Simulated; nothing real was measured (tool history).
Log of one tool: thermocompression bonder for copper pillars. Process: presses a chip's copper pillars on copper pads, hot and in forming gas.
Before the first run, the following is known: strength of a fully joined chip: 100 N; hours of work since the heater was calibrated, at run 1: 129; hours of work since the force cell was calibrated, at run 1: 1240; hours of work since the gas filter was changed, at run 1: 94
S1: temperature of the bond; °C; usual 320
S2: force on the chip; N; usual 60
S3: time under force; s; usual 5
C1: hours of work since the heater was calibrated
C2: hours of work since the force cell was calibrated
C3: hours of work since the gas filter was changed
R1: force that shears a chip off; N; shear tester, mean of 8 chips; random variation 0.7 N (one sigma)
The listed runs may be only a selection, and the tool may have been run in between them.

{"run": 1, "hour": 0.0, "S1": 320, "S2": 60, "S3": 5, "C1": 129, "C2": 1240, "C3": 94, "R1": 43.2}
{"run": 2, "hour": 58.4, "S1": 320, "S2": 60, "S3": 5, "C1": 168, "C2": 1279, "C3": 133, "R1": 41.3}
{"hour": 69.4, "done": "forming gas filter changed"}
{"run": 3, "hour": 108.2, "S1": 320, "S2": 60, "S3": 5, "C1": 202, "C2": 1312, "C3": 26, "R1": 42.4}
{"run": 4, "hour": 151.4, "S1": 320, "S2": 60, "S3": 5, "C1": 231, "C2": 1341, "C3": 55, "R1": 42.2}
{"run": 5, "hour": 216.9, "S1": 320, "S2": 60, "S3": 5, "C1": 275, "C2": 1385, "C3": 99, "R1": 41.4}
{"hour": 278.8, "done": "forming gas filter changed"}
{"run": 6, "hour": 285.4, "S1": 323, "S2": 60, "S3": 5, "C1": 321, "C2": 1431, "C3": 4, "R1": 45.6}
{"run": 7, "hour": 354.9, "S1": 320, "S2": 60, "S3": 5, "C1": 368, "C2": 1478, "C3": 51, "R1": 41.7}
{"run": 8, "hour": 403.3, "S1": 320, "S2": 60, "S3": 5, "C1": 400, "C2": 1511, "C3": 84, "R1": 40.6}
{"hour": 410.3, "done": "heater calibrated with a thermocouple chip"}
{"hour": 420.6, "done": "force cell calibrated"}
{"run": 9, "hour": 461.7, "S1": 320, "S2": 60, "S3": 5, "C1": 34, "C2": 28, "C3": 121, "R1": 42.8}
{"hour": 492.2, "done": "forming gas filter changed"}
{"run": 10, "hour": 496.1, "S1": 320, "S2": 86, "S3": 10, "C1": 57, "C2": 51, "C3": 3, "R1": 71.6}
{"run": 11, "hour": 557.4, "S1": 302, "S2": 86, "S3": 10, "C1": 98, "C2": 92, "C3": 44, "R1": 59.7}
{"run": 12, "hour": 606.8, "S1": 332, "S2": 86, "S3": 10, "C1": 131, "C2": 125, "C3": 77, "R1": 74.9}
{"run": 13, "hour": 674.9, "S1": 320, "S2": 60, "S3": 4, "C1": 177, "C2": 171, "C3": 123, "R1": 37.7}
{"hour": 703.3, "done": "forming gas filter changed"}
{"run": 14, "hour": 715.2, "S1": 325, "S2": 83, "S3": 7, "C1": 204, "C2": 198, "C3": 8, "R1": 64.9}
{"hour": 753.5, "done": "heater calibrated with a thermocouple chip, once more"}
{"run": 15, "hour": 773.4, "S1": 325, "S2": 83, "S3": 7, "C1": 13, "C2": 236, "C3": 46, "R1": 66.7}

Each row is a separate what-if for the run after 15, all from the same tool condition, not one after another. Results?
{"run": "A", "hour": 811.3, "S1": 350, "S2": 51, "S3": 6, "C1": 39, "C2": 261, "C3": 71, "R1": "?"}
{"run": "B", "hour": 811.3, "S1": 298, "S2": 68, "S3": 5, "C1": 39, "C2": 261, "C3": 71, "R1": "?"}
{"run": "C", "hour": 811.3, "S1": 332, "S2": 38, "S3": 4, "C1": 39, "C2": 261, "C3": 71, "R1": "?"}

run=A R1=57.2
run=B R1=39.7
run=C R1=32.8
The same runs, with their run-to-run variation unchanged, on a tool lacking any hidden condition would have given:
run=A R1=60.4
run=B R1=42.1
run=C R1=34.9
